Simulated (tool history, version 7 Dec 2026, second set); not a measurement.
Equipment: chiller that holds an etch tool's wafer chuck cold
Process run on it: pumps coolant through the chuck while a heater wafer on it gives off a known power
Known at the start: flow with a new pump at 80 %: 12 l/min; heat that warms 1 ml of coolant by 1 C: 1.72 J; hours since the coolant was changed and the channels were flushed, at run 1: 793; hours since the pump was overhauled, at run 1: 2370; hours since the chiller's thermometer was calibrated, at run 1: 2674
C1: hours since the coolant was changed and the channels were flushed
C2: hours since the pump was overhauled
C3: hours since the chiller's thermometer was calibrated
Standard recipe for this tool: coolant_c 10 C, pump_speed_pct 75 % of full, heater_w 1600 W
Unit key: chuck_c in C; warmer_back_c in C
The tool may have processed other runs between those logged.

{"run": 1, "day": 0.0, "coolant_c": 10, "pump_speed_pct": 75, "heater_w": 1600, "C1": 793, "C2": 2370, "C3": 2674, "chuck_c": 26, "warmer_back_c": 5.1}
{"run": 2, "day": 2.783, "coolant_c": 10, "pump_speed_pct": 75, "heater_w": 1600, "C1": 859, "C2": 2437, "C3": 2741, "chuck_c": 26, "warmer_back_c": 5.15}
{"run": 3, "day": 4.588, "coolant_c": 10, "pump_speed_pct": 75, "heater_w": 1600, "C1": 903, "C2": 2480, "C3": 2784, "chuck_c": 26, "warmer_back_c": 5.14}
{"run": 4, "day": 7.388, "coolant_c": 10, "pump_speed_pct": 75, "heater_w": 1600, "C1": 970, "C2": 2547, "C3": 2851, "chuck_c": 26.2, "warmer_back_c": 5.13}
{"run": 5, "day": 9.908, "coolant_c": 10, "pump_speed_pct": 75, "heater_w": 1386, "C1": 1030, "C2": 2608, "C3": 2912, "chuck_c": 24, "warmer_back_c": 4.4}
{"run": 6, "day": 12.292, "coolant_c": 10, "pump_speed_pct": 75, "heater_w": 1600, "C1": 1088, "C2": 2665, "C3": 2969, "chuck_c": 26.4, "warmer_back_c": 5.16}
{"run": 7, "day": 14.35, "coolant_c": 20, "pump_speed_pct": 75, "heater_w": 1600, "C1": 1137, "C2": 2714, "C3": 3018, "chuck_c": 36.3, "warmer_back_c": 5.14}
{"run": 8, "day": 15.85, "coolant_c": 10, "pump_speed_pct": 75, "heater_w": 1600, "C1": 1173, "C2": 2750, "C3": 3054, "chuck_c": 26.5, "warmer_back_c": 5.18}
{"run": 9, "day": 18.192, "coolant_c": 14, "pump_speed_pct": 75, "heater_w": 1600, "C1": 1229, "C2": 2806, "C3": 3110, "chuck_c": 30.4, "warmer_back_c": 5.2}
{"run": 10, "day": 20.558, "coolant_c": 15, "pump_speed_pct": 75, "heater_w": 1600, "C1": 1286, "C2": 2863, "C3": 3167, "chuck_c": 31.3, "warmer_back_c": 5.1}
{"run": 11, "day": 23.383, "coolant_c": 15, "pump_speed_pct": 75, "heater_w": 1600, "C1": 1354, "C2": 2931, "C3": 3235, "chuck_c": 31.4, "warmer_back_c": 5.09}
{"run": 12, "day": 25.975, "coolant_c": 15, "pump_speed_pct": 75, "heater_w": 1073, "C1": 1416, "C2": 2993, "C3": 3297, "chuck_c": 25.9, "warmer_back_c": 3.44}
{"run": 13, "day": 27.35, "coolant_c": 15, "pump_speed_pct": 75, "heater_w": 1073, "C1": 1449, "C2": 3026, "C3": 3330, "chuck_c": 25.9, "warmer_back_c": 3.41}
{"run": 14, "day": 29.583, "coolant_c": 10, "pump_speed_pct": 75, "heater_w": 1600, "C1": 1503, "C2": 3080, "C3": 3384, "chuck_c": 26.5, "warmer_back_c": 5.14}
{"run": 15, "day": 32.575, "coolant_c": 10, "pump_speed_pct": 75, "heater_w": 1600, "C1": 1574, "C2": 3152, "C3": 3456, "chuck_c": 26.6, "warmer_back_c": 5.2}
{"run": 16, "day": 34.254, "coolant_c": 10, "pump_speed_pct": 75, "heater_w": 1600, "C1": 1615, "C2": 3192, "C3": 3496, "chuck_c": 26.7, "warmer_back_c": 5.12}
{"run": 17, "day": 35.954, "coolant_c": 10, "pump_speed_pct": 75, "heater_w": 1600, "C1": 1655, "C2": 3233, "C3": 3537, "chuck_c": 26.6, "warmer_back_c": 5.16}
{"run": 18, "day": 37.588, "coolant_c": 14, "pump_speed_pct": 97, "heater_w": 1600, "C1": 1695, "C2": 3272, "C3": 3576, "chuck_c": 27.7, "warmer_back_c": 3.96}
{"run": 19, "day": 40.304, "coolant_c": 14, "pump_speed_pct": 97, "heater_w": 1600, "C1": 1760, "C2": 3337, "C3": 3641, "chuck_c": 27.6, "warmer_back_c": 3.97}
{"run": 20, "day": 42.458, "coolant_c": 13, "pump_speed_pct": 95, "heater_w": 1534, "C1": 1812, "C2": 3389, "C3": 3693, "chuck_c": 26.2, "warmer_back_c": 3.87}
{"run": 21, "day": 45.017, "coolant_c": 16, "pump_speed_pct": 68, "heater_w": 1172, "C1": 1873, "C2": 3450, "C3": 3754, "chuck_c": 29.2, "warmer_back_c": 4.22}
{"run": 22, "day": 47.875, "coolant_c": 13, "pump_speed_pct": 87, "heater_w": 1172, "C1": 1942, "C2": 3519, "C3": 3823, "chuck_c": 23.8, "warmer_back_c": 3.22}
{"run": 23, "day": 50.262, "coolant_c": 3, "pump_speed_pct": 81, "heater_w": 858, "C1": 1999, "C2": 3576, "C3": 3880, "chuck_c": 11.6, "warmer_back_c": 2.59}
{"run": 24, "day": 52.867, "coolant_c": 3, "pump_speed_pct": 81, "heater_w": 858, "C1": 2061, "C2": 3639, "C3": 3943, "chuck_c": 11.3, "warmer_back_c": 2.64}
{"run": 25, "day": 54.638, "coolant_c": 3, "pump_speed_pct": 81, "heater_w": 858, "C1": 2104, "C2": 3681, "C3": 3985, "chuck_c": 11.5, "warmer_back_c": 2.56}
{"run": 26, "day": 56.596, "coolant_c": 3, "pump_speed_pct": 85, "heater_w": 1600, "C1": 2151, "C2": 3728, "C3": 4032, "chuck_c": 18.4, "warmer_back_c": 4.61}
{"run": 27, "day": 58.588, "coolant_c": 13, "pump_speed_pct": 85, "heater_w": 1070, "C1": 2199, "C2": 3776, "C3": 4080, "chuck_c": 23.1, "warmer_back_c": 3.04}
{"run": 28, "day": 59.925, "coolant_c": 13, "pump_speed_pct": 85, "heater_w": 1070, "C1": 2231, "C2": 3808, "C3": 4112, "chuck_c": 23, "warmer_back_c": 3.05}
{"run": 29, "day": 62.004, "coolant_c": 13, "pump_speed_pct": 85, "heater_w": 1070, "C1": 2281, "C2": 3858, "C3": 4162, "chuck_c": 23.2, "warmer_back_c": 3.11}
{"run": 30, "day": 65.308, "coolant_c": 13, "pump_speed_pct": 85, "heater_w": 1070, "C1": 2360, "C2": 3937, "C3": 4241, "chuck_c": 23.2, "warmer_back_c": 3.06}
{"run": 31, "day": 67.675, "coolant_c": 13, "pump_speed_pct": 85, "heater_w": 1070, "C1": 2417, "C2": 3994, "C3": 4298, "chuck_c": 23.3, "warmer_back_c": 3.05}

Consider 5 possible next runs. They are alternatives, not a sequence: every one starts from the tool as it was left by run 31. What does each give?
{"run": "A", "day": 69.1, "coolant_c": 10, "pump_speed_pct": 75, "heater_w": 2060, "C1": 2451, "C2": 4028, "C3": 4332, "chuck_c": "?", "warmer_back_c": "?"}
{"run": "B", "day": 69.1, "coolant_c": 13, "pump_speed_pct": 63, "heater_w": 1014, "C1": 2451, "C2": 4028, "C3": 4332, "chuck_c": "?", "warmer_back_c": "?"}
{"run": "C", "day": 69.1, "coolant_c": 5, "pump_speed_pct": 85, "heater_w": 2077, "C1": 2451, "C2": 4028, "C3": 4332, "chuck_c": "?", "warmer_back_c": "?"}
{"run": "D", "day": 69.1, "coolant_c": 19, "pump_speed_pct": 75, "heater_w": 1630, "C1": 2451, "C2": 4028, "C3": 4332, "chuck_c": "?", "warmer_back_c": "?"}
{"run": "E", "day": 69.1, "coolant_c": 11, "pump_speed_pct": 85, "heater_w": 2119, "C1": 2451, "C2": 4028, "C3": 4332, "chuck_c": "?", "warmer_back_c": "?"}

run=A chuck_c=32.1 warmer_back_c=6.7
run=B chuck_c=25.4 warmer_back_c=3.94
run=C chuck_c=25.1 warmer_back_c=5.95
run=D chuck_c=36.5 warmer_back_c=5.36
run=E chuck_c=31.7 warmer_back_c=6.06
Stripped of hidden state, with their random variation kept, the same runs would have yielded:
run=A chuck_c=29.9 warmer_back_c=6.4
run=B chuck_c=24.3 warmer_back_c=3.76
run=C chuck_c=23.2 warmer_back_c=5.68
run=D chuck_c=34.9 warmer_back_c=5.12
run=E chuck_c=29.7 warmer_back_c=5.79

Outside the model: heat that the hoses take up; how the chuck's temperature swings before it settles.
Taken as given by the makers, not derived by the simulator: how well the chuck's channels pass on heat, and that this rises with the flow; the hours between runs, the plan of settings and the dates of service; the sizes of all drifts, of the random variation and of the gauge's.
